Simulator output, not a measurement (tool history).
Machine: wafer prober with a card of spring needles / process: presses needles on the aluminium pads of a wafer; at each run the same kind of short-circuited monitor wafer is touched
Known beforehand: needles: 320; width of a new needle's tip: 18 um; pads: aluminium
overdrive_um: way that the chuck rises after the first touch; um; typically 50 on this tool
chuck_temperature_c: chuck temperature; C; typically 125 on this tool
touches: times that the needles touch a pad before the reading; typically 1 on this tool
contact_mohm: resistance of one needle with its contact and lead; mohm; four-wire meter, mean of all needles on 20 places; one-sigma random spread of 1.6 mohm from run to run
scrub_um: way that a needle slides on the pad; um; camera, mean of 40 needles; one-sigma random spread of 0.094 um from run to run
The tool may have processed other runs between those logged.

| run | hour | overdrive_um | chuck_temperature_c | touches | contact_mohm | scrub_um |
|---|---|---|---|---|---|---|
| 1 | 0.0 | 50 | 125 | 1 | 210 | 12.42 |
|  | 7.6 | tips cleaned on abrasive film |
| 2 | 8.5 | 50 | 125 | 2 | 175 | 12.34 |
| 3 | 14.6 | 50 | 125 | 2 | 201 | 12.34 |
|  | 20.5 | tips cleaned on abrasive film |
| 4 | 21.4 | 50 | 125 | 2 | 168 | 12.54 |
| 5 | 28.4 | 50 | 125 | 1 | 230 | 12.48 |
|  | 33.3 | tips cleaned on abrasive film |
| 6 | 36.7 | 50 | 125 | 1 | 196 | 12.12 |
|  | 46.7 | tips cleaned on abrasive film |
| 7 | 50.1 | 50 | 125 | 1 | 195 | 12.37 |
| 8 | 55.6 | 50 | 125 | 1 | 239 | 12.36 |
|  | 59.5 | tips cleaned on abrasive film |
| 9 | 67.8 | 50 | 125 | 1 | 236 | 12.27 |
|  | 72.3 | tips cleaned on abrasive film |
| 10 | 79.7 | 50 | 125 | 1 | 225 | 12.24 |
|  | 85.1 | tips cleaned on abrasive film |
| 11 | 86.4 | 50 | 125 | 1 | 184 | 12.15 |
|  | 87.5 | height of the first contact set anew |
|  | 98.6 | tips cleaned on abrasive film |
| 12 | 98.6 | 35 | 125 | 1 | 196 | 8.32 |
| 13 | 106.6 | 48 | 125 | 1 | 240 | 11.79 |
|  | 111.9 | tips cleaned on abrasive film |
| 14 | 113.4 | 50 | 62 | 1 | 171 | 12.17 |
|  | 119.9 | height of the first contact set anew, once more |
|  | 125.0 | tips cleaned on abrasive film |
| 15 | 125.2 | 50 | 43 | 1 | 149 | 12.37 |
| 16 | 132.1 | 50 | 43 | 1 | 212 | 12.56 |
|  | 137.7 | tips cleaned on abrasive film |
| 17 | 143.1 | 50 | 43 | 1 | 212 | 12.30 |
|  | 150.7 | tips cleaned on abrasive film |
| 18 | 154.4 | 59 | 125 | 1 | 187 | 14.60 |
|  | 163.3 | tips cleaned on abrasive film |
| 19 | 164.0 | 56 | 125 | 1 | 166 | 13.61 |
| 20 | 170.7 | 50 | 34 | 2 | 187 | 12.41 |
|  | 177.0 | tips cleaned on abrasive film |
| 21 | 182.8 | 36 | 98 | 2 | 229 | 8.88 |
|  | 190.3 | tips cleaned on abrasive film |
| 22 | 190.8 | 36 | 98 | 2 | 181 | 8.82 |
|  | 203.0 | tips cleaned on abrasive film |
| 23 | 203.0 | 68 | 125 | 1 | 157 | 16.99 |
| 24 | 214.3 | 42 | 125 | 1 | 294 | 10.45 |
|  | 216.1 | tips cleaned on abrasive film |
| 25 | 227.5 | 42 | 125 | 1 | 302 | 10.16 |
|  | 229.4 | tips cleaned on abrasive film |
| 26 | 239.9 | 66 | 125 | 2 | 182 | 16.41 |
|  | 242.5 | tips cleaned on abrasive film |
| 27 | 248.3 | 66 | 125 | 2 | 173 | 16.24 |
|  | 255.5 | tips cleaned on abrasive film |
| 28 | 261.2 | 66 | 125 | 2 | 174 | 16.33 |
|  | 269.1 | tips cleaned on abrasive film |
| 29 | 272.5 | 32 | 125 | 1 | 273 | 7.71 |
| 30 | 279.8 | 32 | 125 | 1 | 398 | 7.82 |
|  | 282.2 | tips cleaned on abrasive film |
| 31 | 291.5 | 37 | 125 | 2 | 256 | 9.06 |
|  | 295.1 | tips cleaned on abrasive film |
| 32 | 303.6 | 37 | 125 | 2 | 266 | 8.97 |
|  | 308.7 | tips cleaned on abrasive film |
| 33 | 309.4 | 37 | 125 | 2 | 190 | 8.97 |
| 34 | 318.3 | 50 | 67 | 1 | 246 | 12.17 |

Consider 3 possible next runs. They are alternatives, not a sequence: every one starts from the tool as it was left by run 34. What does each give?
|  | 321.4 | tips cleaned on abrasive film |
| A | 324.2 | 50 | 46 | 1 | ? | ? |
|  | 321.4 | tips cleaned on abrasive film |
| B | 324.2 | 50 | 65 | 1 | ? | ? |
|  | 321.4 | tips cleaned on abrasive film |
| C | 324.2 | 64 | 67 | 1 | ? | ? |

| run | contact_mohm | scrub_um |
|---|---|---|
| A | 187 | 12.12 |
| B | 192 | 12.24 |
| C | 167 | 15.82 |
With no hidden state in the tool, these same runs would have given:
| run | contact_mohm | scrub_um |
|---|---|---|
| A | 143 | 12.32 |
| B | 148 | 12.44 |
| C | 140 | 16.02 |
